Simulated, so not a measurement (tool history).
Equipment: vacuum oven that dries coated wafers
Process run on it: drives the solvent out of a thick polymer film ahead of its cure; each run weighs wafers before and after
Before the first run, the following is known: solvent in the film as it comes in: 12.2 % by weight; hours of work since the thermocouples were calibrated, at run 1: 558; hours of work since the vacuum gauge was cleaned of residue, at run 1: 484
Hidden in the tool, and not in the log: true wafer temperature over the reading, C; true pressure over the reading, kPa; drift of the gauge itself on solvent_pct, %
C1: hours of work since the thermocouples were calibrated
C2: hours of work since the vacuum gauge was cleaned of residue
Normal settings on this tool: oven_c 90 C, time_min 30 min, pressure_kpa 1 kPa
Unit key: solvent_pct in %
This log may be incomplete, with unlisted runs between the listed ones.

Run 1, day 0: usual settings; C1 558; C2 484. Result: solvent_pct 2.01 %.
Run 2, day 0.712: usual settings but oven_c 97 C; C1 568; C2 493. Result: solvent_pct 0.94 %.
Run 3, day 1.721: usual settings but time_min 20 min; C1 581; C2 507. Result: solvent_pct 3.36 %.
Run 4, day 2.629: usual settings but time_min 20 min; C1 593; C2 519. Result: solvent_pct 3.35 %.
Run 5, day 3.704: usual settings but time_min 20 min; C1 607; C2 533. Result: solvent_pct 3.45 %.
Run 6, day 4.508: usual settings but time_min 20 min; C1 618; C2 544. Result: solvent_pct 3.5 %.
Run 7, day 5.171: usual settings but time_min 20 min; C1 627; C2 552. Result: solvent_pct 3.37 %.
Run 8, day 6.246: usual settings but time_min 19 min; C1 641; C2 567. Result: solvent_pct 3.58 %.
Run 9, day 7.096: usual settings but pressure_kpa 0.74 kPa; C1 652; C2 578. Result: solvent_pct 2.01 %.
Run 10, day 8.133: usual settings but pressure_kpa 0.6 kPa; C1 666; C2 592. Result: solvent_pct 2.01 %.
Run 11, day 9.304: usual settings but pressure_kpa 0.6 kPa; C1 682; C2 607. Result: solvent_pct 2.01 %.
Run 12, day 10.208: usual settings but pressure_kpa 0.6 kPa; C1 694; C2 619. Result: solvent_pct 1.97 %.
Run 13, day 10.792: usual settings but oven_c 100 C; C1 701; C2 627. Result: solvent_pct 0.69 %.
Run 14, day 11.483: usual settings but oven_c 96 C; C1 711; C2 636. Result: solvent_pct 1.13 %.
Run 15, day 12.425: usual settings but pressure_kpa 1.3 kPa; C1 723; C2 649. Result: solvent_pct 2.14 %.
Run 16, day 13.812: usual settings but oven_c 82 C; C1 742; C2 667. Result: solvent_pct 3.8 %.
Run 17, day 15.146: usual settings but time_min 27 min; C1 759; C2 685. Result: solvent_pct 2.47 %.
Run 18, day 16.271: usual settings but time_min 27 min; C1 774; C2 700. Result: solvent_pct 2.46 %.
Run 19, day 16.958: usual settings but time_min 27 min; C1 783; C2 709. Result: solvent_pct 2.45 %.
Run 20, day 18: usual settings; C1 797; C2 723. Result: solvent_pct 2.07 %.
Run 21, day 18.775: usual settings but time_min 18 min; C1 807; C2 733. Result: solvent_pct 3.92 %.
Run 22, day 19.45: usual settings but pressure_kpa 1.59 kPa; C1 816; C2 742. Result: solvent_pct 2.32 %.
Run 23, day 20.121: usual settings but pressure_kpa 1.59 kPa; C1 825; C2 751. Result: solvent_pct 2.3 %.
Run 24, day 21.483: usual settings but oven_c 77 C, pressure_kpa 0.61 kPa; C1 843; C2 769. Result: solvent_pct 5.03 %.
Run 25, day 22.817: usual settings but oven_c 87 C, time_min 25 min, pressure_kpa 0.83 kPa; C1 861; C2 787. Result: solvent_pct 3.33 %.
Run 26, day 24.162: usual settings but pressure_kpa 1.9 kPa; C1 879; C2 805. Result: solvent_pct 2.43 %.
Run 27, day 25.342: usual settings but time_min 21 min, pressure_kpa 3.65 kPa; C1 895; C2 820. Result: solvent_pct 3.86 %.
Run 28, day 26.342: usual settings but time_min 21 min, pressure_kpa 3.65 kPa; C1 908; C2 834. Result: solvent_pct 4 %.
Run 29, day 26.921: usual settings but oven_c 99 C, time_min 31 min, pressure_kpa 1.74 kPa; C1 916; C2 841. Result: solvent_pct 1.01 %.
Run 30, day 27.962: usual settings but oven_c 88 C, pressure_kpa 1.85 kPa; C1 930; C2 855. Result: solvent_pct 2.91 %.
Run 31, day 29.167: usual settings but oven_c 88 C, pressure_kpa 1.85 kPa; C1 946; C2 871. Result: solvent_pct 2.83 %.
Run 32, day 30.162: usual settings but oven_c 88 C, pressure_kpa 1.85 kPa; C1 959; C2 884. Result: solvent_pct 2.91 %.
Run 33, day 31.108: usual settings but oven_c 78 C, time_min 41 min, pressure_kpa 1.48 kPa; C1 971; C2 897. Result: solvent_pct 4.05 %.
Run 34, day 31.975: usual settings but oven_c 82 C, time_min 16 min, pressure_kpa 0.53 kPa; C1 983; C2 908. Result: solvent_pct 6.03 %.
Run 35, day 33.183: usual settings but oven_c 94 C, time_min 19 min, pressure_kpa 2.66 kPa; C1 999; C2 924. Result: solvent_pct 3.28 %.
Run 36, day 33.967: usual settings but oven_c 102 C, pressure_kpa 1.31 kPa; C1 1009; C2 935. Result: solvent_pct 0.72 %.
Run 37, day 35.192: usual settings but oven_c 80 C, pressure_kpa 1.92 kPa; C1 1026; C2 951. Result: solvent_pct 4.7 %.
Run 38, day 36.133: usual settings but oven_c 80 C, pressure_kpa 1.92 kPa; C1 1038; C2 964. Result: solvent_pct 4.85 %.
Run 39, day 36.788: usual settings but oven_c 96 C, pressure_kpa 0.69 kPa; C1 1047; C2 972. Result: solvent_pct 1.22 %.
Run 40, day 37.804: usual settings but oven_c 96 C, pressure_kpa 0.69 kPa; C1 1060; C2 986. Result: solvent_pct 1.26 %.
Run 41, day 38.496: usual settings but oven_c 93 C, time_min 35 min; C1 1069; C2 995. Result: solvent_pct 1.39 %.
Run 42, day 39.342: usual settings but time_min 38 min, pressure_kpa 3.69 kPa; C1 1081; C2 1006. Result: solvent_pct 2.31 %.
Run 43, day 40.629: usual settings but time_min 38 min, pressure_kpa 3.69 kPa; C1 1098; C2 1023. Result: solvent_pct 2.3 %.
Run 44, day 41.538: usual settings but time_min 17 min, pressure_kpa 1.03 kPa; C1 1110; C2 1035. Result: solvent_pct 4.25 %.
Run 45, day 42.354: usual settings but time_min 19 min, pressure_kpa 2.96 kPa; C1 1121; C2 1046. Result: solvent_pct 4.26 %.
Run 46, day 42.925: usual settings but oven_c 101 C, time_min 19 min, pressure_kpa 3.34 kPa; C1 1128; C2 1054. Result: solvent_pct 2.08 %.

Predict each of these 3 candidate next runs independently; none follows another, all start after run 46:
Run A, day 44.238: usual settings but oven_c 97 C, time_min 26 min, pressure_kpa 2.14 kPa; C1 1146; C2 1071. Result: solvent_pct ?.
Run B, day 44.238: usual settings but oven_c 101 C, time_min 19 min, pressure_kpa 0.75 kPa; C1 1146; C2 1071. Result: solvent_pct ?.
Run C, day 44.238: usual settings but oven_c 101 C, time_min 19 min, pressure_kpa 0.55 kPa; C1 1146; C2 1071. Result: solvent_pct ?.

run  solvent_pct
  A         1.69
  B         1.61
  C         1.53
Without the tool's unlogged condition, the same runs would have read:
run  solvent_pct
  A         1.38
  B         1.31
  C         1.23
